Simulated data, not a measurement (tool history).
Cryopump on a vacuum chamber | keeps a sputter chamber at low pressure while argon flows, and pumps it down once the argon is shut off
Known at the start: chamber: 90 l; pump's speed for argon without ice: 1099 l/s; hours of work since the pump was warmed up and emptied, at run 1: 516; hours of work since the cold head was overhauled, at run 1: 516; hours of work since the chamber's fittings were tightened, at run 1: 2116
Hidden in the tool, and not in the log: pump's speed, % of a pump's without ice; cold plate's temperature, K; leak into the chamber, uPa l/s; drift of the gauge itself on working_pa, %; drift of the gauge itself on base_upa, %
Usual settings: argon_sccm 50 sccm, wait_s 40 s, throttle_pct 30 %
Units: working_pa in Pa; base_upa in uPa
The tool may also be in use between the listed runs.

run     day  argon_sccm  wait_s  throttle_pct  hours of work since the pump was warmed up and emptied  hours of work since the cold head was overhauled  hours of work since the chamber's fittings were tightened  working_pa  base_upa
  1       0          50      40            30                                                     516                                               516                                                       2116       0.271      5.04
  2   0.604          50      40            30                                                     525                                               525                                                       2125      0.2688      5.05
  3   1.329          50      40            30                                                     536                                               536                                                       2136      0.2715      5.01
  4   1.796          50      40            30                                                     542                                               542                                                       2143        0.27      5.01
  5   2.196          50      40            25                                                     548                                               548                                                       2148      0.3219      5.19
  6   2.892          50      40            25                                                     559                                               559                                                       2159      0.3219      5.12
  7   3.754          50      40            36                                                     572                                               572                                                       2172      0.2276      5.01
  8   4.279          50      40            16                                                     580                                               580                                                       2180      0.4989      5.15
  9   4.938          79      40            30                                                     589                                               589                                                       2189      0.4325      5.12
 10   5.342          79      40            30                                                     596                                               596                                                       2196      0.4306      5.12
 11   5.946          50      38            30                                                     605                                               605                                                       2205      0.2723      5.44
 12   6.604          50      38            30                                                     614                                               614                                                       2215      0.2742      5.23
 13   7.379          50     278            30                                                     626                                               626                                                       2226      0.2721      3.05
 14   7.846          50     278            30                                                     633                                               633                                                       2233       0.273      3.07
 15   8.654          50     166            30                                                     645                                               645                                                       2245      0.2732      3.38
 16   9.542          50     166            30                                                     658                                               658                                                       2258      0.2736      3.41
 17  10.333          46      40            30                                                     670                                               670                                                       2270      0.2516      5.47
 18  10.946          46      40            30                                                     679                                               679                                                       2279      0.2536      5.24
     11.854  -- pump warmed up, emptied and cooled again
 19  11.854          50      40            45                                                       0                                               690                                                       2290       0.172      4.84
 20  12.329          50     120            15                                                       7                                               697                                                       2297      0.5139      3.21
 21  13.012          49      20            49                                                      17                                               707                                                       2307      0.1556      7.27
 22  13.808          59      40            30                                                      29                                               719                                                       2319      0.3032      4.74
 23  14.338          25      55            18                                                      37                                               727                                                       2327      0.2147      4.22
 24  14.971          30      55            34                                                      47                                               737                                                       2337      0.1379      4.37
 25  15.667          30      55            34                                                      57                                               747                                                       2347      0.1365      4.23
 26    16.4          30     224            34                                                      68                                               758                                                       2358      0.1363      2.91
 27  17.042          30     224            29                                                      78                                               768                                                       2368       0.161      2.96
     17.379  -- leaking fittings of the chamber tightened, without venting
 28  17.658          99      22            42                                                      86                                               776                                                          4      0.3689       4.8
 29  18.421          50      40            59                                                      97                                               787                                                         16      0.1329      2.78
 30  19.008          50     126            39                                                     106                                               796                                                         24      0.2008      1.11
 31  19.833          50     156            15                                                     118                                               808                                                         37      0.5146      0.99
 32  20.596          66     287            32                                                     130                                               819                                                         48      0.3189      0.69
 33  21.112          66     287            32                                                     137                                               827                                                         56      0.3231       0.7
 34  21.471          66     287            32                                                     143                                               833                                                         61      0.3221      0.69
 35  22.333          66      25            48                                                     156                                               845                                                         74      0.2172      4.41

3 ways to go on from here, each from the tool as it stands after run 35. What would each give?
  A  23.167          66      25            22                                                     168                                               858                                                         87           ?         ?
  B  23.167          66      34            48                                                     168                                               858                                                         87           ?         ?
  C  23.167          72      40            30                                                     168                                               858                                                         87           ?         ?

run  working_pa  base_upa
  A      0.4678      4.23
  B      0.2175       3.3
  C      0.3734      2.83
Without the tool's hidden state the same runs would have given:
run  working_pa  base_upa
  A      0.4618      4.13
  B      0.2115       3.2
  C      0.3669      2.73
